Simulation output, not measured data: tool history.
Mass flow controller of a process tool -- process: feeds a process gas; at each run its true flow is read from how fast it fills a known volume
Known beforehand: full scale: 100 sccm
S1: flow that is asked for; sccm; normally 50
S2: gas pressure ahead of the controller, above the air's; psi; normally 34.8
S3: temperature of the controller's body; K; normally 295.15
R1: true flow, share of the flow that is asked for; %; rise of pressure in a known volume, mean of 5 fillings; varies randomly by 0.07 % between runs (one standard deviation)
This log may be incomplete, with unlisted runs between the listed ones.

run 1 hour=0 | S1=50 S2=34.8 S3=295.15 | R1=103.46
run 2 hour=132.9 | S1=50 S2=34.8 S3=295.15 | R1=103.56
run 3 hour=253.2 | S1=50 S2=34.8 S3=295.15 | R1=103.47
run 4 hour=414.7 | S1=50 S2=34.8 S3=295.15 | R1=103.59
run 5 hour=552 | S1=50 S2=34.8 S3=295.15 | R1=103.67
run 6 hour=694.1 | S1=50 S2=34.8 S3=295.15 | R1=103.73
run 7 hour=914.7 | S1=50 S2=34.8 S3=295.15 | R1=103.81
run 8 hour=1092.2 | S1=50 S2=34.8 S3=295.15 | R1=103.84
run 9 hour=1296.4 | S1=50 S2=34.8 S3=295.15 | R1=103.98
run 10 hour=1476.5 | S1=50 S2=34.8 S3=295.15 | R1=103.92
run 11 hour=1576.2 | S1=50 S2=34.8 S3=295.15 | R1=104.11
run 12 hour=1761.2 | S1=50 S2=34.8 S3=295.15 | R1=104.13
run 13 hour=1963.6 | S1=50 S2=30.7 S3=295.15 | R1=104.12
run 14 hour=2066 | S1=50 S2=30.7 S3=295.15 | R1=104.19
run 15 hour=2212 | S1=50 S2=33.5 S3=295.15 | R1=104.39
run 16 hour=2378.4 | S1=50 S2=33.5 S3=295.15 | R1=104.44
run 17 hour=2469.7 | S1=50 S2=37.4 S3=297.15 | R1=104.61
run 18 hour=2657.6 | S1=40 S2=34.8 S3=303.15 | R1=104.83
run 19 hour=2832 | S1=40 S2=34.8 S3=303.15 | R1=104.9
run 20 hour=2948.5 | S1=50 S2=24.9 S3=295.15 | R1=104.18

5 ways to go on from here, each from the tool as it stands after run 20. What would each give?
-- hour=3026.6 controller's zero set anew
run A hour=3147.6 | S1=41 S2=34.8 S3=295.15 | R1=?
-- hour=3026.6 controller's zero set anew
run B hour=3147.6 | S1=50 S2=25.8 S3=310.15 | R1=?
-- hour=3026.6 controller's zero set anew
run C hour=3147.6 | S1=64 S2=24.9 S3=295.15 | R1=?
-- hour=3026.6 controller's zero set anew
run D hour=3147.6 | S1=64 S2=33.2 S3=306.15 | R1=?
-- hour=3026.6 controller's zero set anew
run E hour=3147.6 | S1=50 S2=39.2 S3=293.15 | R1=?

run=A R1=102.08
run=B R1=101.45
run=C R1=102.17
run=D R1=102.03
run=E R1=102.56
Had the tool no hidden state, the same runs would have come out as:
run=A R1=99.18
run=B R1=98.57
run=C R1=99.29
run=D R1=99.16
run=E R1=99.67
